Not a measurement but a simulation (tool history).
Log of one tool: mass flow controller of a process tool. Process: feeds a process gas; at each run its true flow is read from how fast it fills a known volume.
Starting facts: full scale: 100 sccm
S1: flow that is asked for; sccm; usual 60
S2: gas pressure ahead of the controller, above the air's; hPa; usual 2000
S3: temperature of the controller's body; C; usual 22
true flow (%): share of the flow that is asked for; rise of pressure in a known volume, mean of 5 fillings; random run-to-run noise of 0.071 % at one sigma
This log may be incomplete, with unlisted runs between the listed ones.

run 1 hour=0.0 | S1=60 S2=2000 S3=22 | true_flow_(%)=99.51
-- hour=126.6 controller exchanged for a calibrated one
run 2 hour=173.6 | S1=60 S2=1680 S3=22 | true_flow_(%)=99.38
run 3 hour=272.8 | S1=60 S2=1680 S3=22 | true_flow_(%)=99.18
run 4 hour=380.3 | S1=47 S2=1680 S3=22 | true_flow_(%)=99.17
run 5 hour=524.2 | S1=45 S2=2000 S3=22 | true_flow_(%)=99.13
run 6 hour=635.0 | S1=45 S2=2000 S3=22 | true_flow_(%)=99.02
run 7 hour=711.0 | S1=71 S2=2000 S3=22 | true_flow_(%)=99.12
run 8 hour=889.2 | S1=71 S2=2000 S3=30 | true_flow_(%)=99.74
run 9 hour=995.4 | S1=60 S2=1800 S3=22 | true_flow_(%)=98.86
run 10 hour=1101.6 | S1=60 S2=1800 S3=22 | true_flow_(%)=98.77
run 11 hour=1177.6 | S1=60 S2=1800 S3=22 | true_flow_(%)=98.83
run 12 hour=1313.5 | S1=60 S2=2020 S3=40 | true_flow_(%)=100.53
run 13 hour=1400.7 | S1=60 S2=2020 S3=40 | true_flow_(%)=100.33
run 14 hour=1512.0 | S1=96 S2=2450 S3=29 | true_flow_(%)=99.68
run 15 hour=1613.8 | S1=96 S2=2030 S3=26 | true_flow_(%)=99.15
run 16 hour=1738.7 | S1=96 S2=2030 S3=26 | true_flow_(%)=99.05
run 17 hour=1848.1 | S1=96 S2=2030 S3=26 | true_flow_(%)=99.12
run 18 hour=2020.5 | S1=59 S2=1430 S3=31 | true_flow_(%)=98.85
run 19 hour=2123.7 | S1=59 S2=1430 S3=31 | true_flow_(%)=98.86
run 20 hour=2267.5 | S1=22 S2=2000 S3=22 | true_flow_(%)=98.05
run 21 hour=2423.9 | S1=22 S2=2000 S3=22 | true_flow_(%)=97.82

Below are 3 alternative next runs, each starting from the tool's condition after run 21. Predict each:
run A hour=2601.5 | S1=78 S2=2480 S3=25 | true_flow_(%)=?
run B hour=2601.5 | S1=60 S2=2000 S3=38 | true_flow_(%)=?
run C hour=2601.5 | S1=14 S2=2000 S3=36 | true_flow_(%)=?

run=A true_flow_(%)=98.55
run=B true_flow_(%)=99.54
run=C true_flow_(%)=99.03
Without the tool's unlogged condition, the same runs would have read:
run=A true_flow_(%)=100.06
run=B true_flow_(%)=101.06
run=C true_flow_(%)=100.54
